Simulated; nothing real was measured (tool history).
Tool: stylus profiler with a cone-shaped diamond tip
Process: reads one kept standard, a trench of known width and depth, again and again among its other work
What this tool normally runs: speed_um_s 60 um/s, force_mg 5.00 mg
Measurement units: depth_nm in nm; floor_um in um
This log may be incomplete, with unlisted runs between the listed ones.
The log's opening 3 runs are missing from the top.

run,day,speed_um_s,force_mg,scans with this tip,hours of work since the height scale was calibrated,depth_nm,floor_um
4,11.504,60,5.00,11618,1353,1015.22,43.45
# day 16.508: new tip fitted, height scale calibrated
5,17.204,60,5.00,87,10,1020.73,45.82
6,20.500,60,15.00,501,58,1044.34,45.78
7,23.775,60,8.76,912,106,1030.37,45.64
8,28.892,60,8.76,1555,181,1030.28,45.46
9,33.696,60,8.76,2158,251,1029.48,45.31
10,39.200,60,8.76,2849,332,1029.41,45.16
11,43.779,60,8.76,3424,399,1028.96,45.07
12,48.958,60,8.76,4074,474,1029.01,44.91
13,53.562,198,5.00,4652,542,1018.40,44.22
14,56.108,198,5.00,4972,579,1018.44,44.11
15,61.858,198,5.00,5694,663,1018.00,43.97
16,65.429,90,4.97,6142,715,1017.99,44.32
17,68.604,90,4.97,6541,762,1017.44,44.26
18,74.371,17,5.00,7265,846,1017.48,44.38
19,79.538,40,2.25,7914,921,1007.45,44.18
20,83.125,16,7.29,8364,974,1022.81,44.22
21,86.662,16,7.29,8808,1026,1022.07,44.12
22,89.854,16,7.29,9209,1072,1021.64,44.10
23,94.704,140,7.29,9818,1143,1021.51,43.59
24,98.971,60,11.48,10354,1206,1031.15,43.80
25,104.212,60,11.48,11012,1282,1031.14,43.69
26,107.825,60,11.48,11465,1335,1030.73,43.63
27,112.225,60,11.48,12018,1399,1030.75,43.56
# day 113.958: new tip fitted, height scale calibrated
28,116.696,28,1.69,344,40,1010.10,45.75

Predict the results of run 29:
29,119.308,28,1.69,672,78,?,?

depth_nm: 1009.99 nm
floor_um: 45.72 um
With the hidden condition absent and the run-to-run variation left alone, this run would have shown depth_nm 1010.34 nm, floor_um 45.81 um.
